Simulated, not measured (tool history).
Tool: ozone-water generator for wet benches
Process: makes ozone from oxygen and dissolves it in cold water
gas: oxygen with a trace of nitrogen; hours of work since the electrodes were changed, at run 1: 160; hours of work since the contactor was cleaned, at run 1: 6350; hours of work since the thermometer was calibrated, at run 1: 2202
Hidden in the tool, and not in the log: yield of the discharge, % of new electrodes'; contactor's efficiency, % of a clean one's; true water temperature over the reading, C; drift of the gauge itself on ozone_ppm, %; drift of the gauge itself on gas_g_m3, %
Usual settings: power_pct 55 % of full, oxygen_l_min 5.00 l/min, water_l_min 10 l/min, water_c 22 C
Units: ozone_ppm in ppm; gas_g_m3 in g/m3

| run | hour | power_pct | oxygen_l_min | water_l_min | water_c | hours of work since the electrodes were changed | hours of work since the contactor was cleaned | hours of work since the thermometer was calibrated | ozone_ppm | gas_g_m3 |
|---|---|---|---|---|---|---|---|---|---|---|
| 1 | 0.0 | 55 | 5.00 | 10 | 22 | 160 | 6350 | 2202 | 29.3 | 208.5 |
| 2 | 24.4 | 55 | 5.00 | 10 | 22 | 177 | 6367 | 2218 | 29.0 | 206.6 |
| 3 | 53.4 | 55 | 5.00 | 10 | 22 | 196 | 6386 | 2238 | 29.1 | 207.9 |
| 4 | 89.7 | 55 | 5.00 | 10 | 22 | 220 | 6410 | 2262 | 28.9 | 206.2 |
| 5 | 125.8 | 55 | 5.00 | 10 | 22 | 244 | 6435 | 2286 | 29.3 | 205.7 |
| 6 | 149.3 | 55 | 5.00 | 9 | 22 | 260 | 6450 | 2302 | 31.2 | 207.8 |
| 7 | 178.8 | 55 | 4.96 | 9 | 22 | 280 | 6470 | 2322 | 31.0 | 204.9 |
| 8 | 200.2 | 55 | 4.96 | 9 | 22 | 294 | 6484 | 2336 | 31.2 | 209.7 |
| 9 | 223.6 | 55 | 5.00 | 11 | 22 | 310 | 6500 | 2352 | 27.5 | 209.4 |
| 10 | 260.8 | 55 | 5.00 | 11 | 22 | 335 | 6525 | 2376 | 27.2 | 206.2 |
| 11 | 295.5 | 55 | 5.00 | 11 | 22 | 358 | 6548 | 2400 | 27.2 | 206.8 |
| 12 | 313.0 | 55 | 5.00 | 10 | 22 | 370 | 6560 | 2411 | 29.1 | 207.9 |
| 13 | 347.2 | 55 | 3.74 | 10 | 22 | 393 | 6583 | 2434 | 28.6 | 227.5 |
| 14 | 385.8 | 55 | 3.74 | 10 | 22 | 419 | 6609 | 2460 | 28.4 | 227.2 |
| 15 | 410.8 | 55 | 3.74 | 10 | 22 | 435 | 6625 | 2477 | 28.3 | 227.9 |
| 16 | 441.6 | 55 | 5.00 | 10 | 22 | 456 | 6646 | 2498 | 28.8 | 206.1 |
| 17 | 460.3 | 55 | 5.00 | 10 | 22 | 469 | 6659 | 2510 | 28.4 | 208.2 |
| 18 | 477.5 | 44 | 6.31 | 12 | 21 | 480 | 6670 | 2522 | 23.4 | 170.7 |
| 19 | 511.8 | 58 | 2.68 | 8 | 21 | 503 | 6693 | 2545 | 33.2 | 260.3 |
| 20 | 542.0 | 98 | 3.16 | 10 | 22 | 523 | 6713 | 2565 | 37.9 | 323.3 |
|  | 558.6 | water thermometer calibrated |
| 21 | 584.2 | 55 | 3.67 | 9 | 22 | 551 | 6741 | 17 | 30.2 | 227.0 |
| 22 | 623.4 | 42 | 3.67 | 15 | 22 | 577 | 6768 | 43 | 17.7 | 199.3 |
| 23 | 641.0 | 42 | 3.67 | 15 | 22 | 589 | 6779 | 55 | 17.8 | 197.8 |
| 24 | 674.8 | 41 | 3.67 | 15 | 18 | 612 | 6802 | 78 | 18.5 | 194.9 |
| 25 | 715.1 | 55 | 5.00 | 13 | 14 | 639 | 6829 | 105 | 28.3 | 206.1 |
| 26 | 735.8 | 55 | 5.00 | 13 | 14 | 653 | 6843 | 119 | 27.6 | 207.0 |
| 27 | 756.2 | 45 | 4.92 | 10 | 22 | 666 | 6856 | 132 | 26.0 | 186.9 |
| 28 | 786.5 | 45 | 4.92 | 10 | 22 | 687 | 6877 | 153 | 25.8 | 186.8 |
| 29 | 819.8 | 86 | 2.94 | 10 | 19 | 709 | 6899 | 175 | 36.7 | 308.8 |
| 30 | 839.7 | 50 | 4.07 | 10 | 19 | 722 | 6912 | 188 | 28.5 | 213.4 |
| 31 | 869.2 | 50 | 4.07 | 9 | 19 | 742 | 6932 | 208 | 30.7 | 209.0 |
| 32 | 890.5 | 79 | 3.60 | 9 | 19 | 756 | 6946 | 222 | 38.5 | 279.2 |

4 ways to go on from here, each from the tool as it stands after run 32. What would each give?
| A | 927.3 | 55 | 6.15 | 10 | 22 | 781 | 6971 | 247 | ? | ? |
| B | 927.3 | 79 | 8.70 | 11 | 19 | 781 | 6971 | 247 | ? | ? |
| C | 927.3 | 54 | 5.00 | 7 | 20 | 781 | 6971 | 247 | ? | ? |
| D | 927.3 | 55 | 3.12 | 11 | 22 | 781 | 6971 | 247 | ? | ? |

| run | ozone_ppm | gas_g_m3 |
|---|---|---|
| A | 28.9 | 190.3 |
| B | 35.0 | 205.8 |
| C | 36.3 | 202.1 |
| D | 25.6 | 241.1 |
Without the tool's hidden state the same runs would have given:
| run | ozone_ppm | gas_g_m3 |
|---|---|---|
| A | 30.5 | 193.0 |
| B | 37.1 | 209.4 |
| C | 38.0 | 205.0 |
| D | 27.1 | 244.5 |

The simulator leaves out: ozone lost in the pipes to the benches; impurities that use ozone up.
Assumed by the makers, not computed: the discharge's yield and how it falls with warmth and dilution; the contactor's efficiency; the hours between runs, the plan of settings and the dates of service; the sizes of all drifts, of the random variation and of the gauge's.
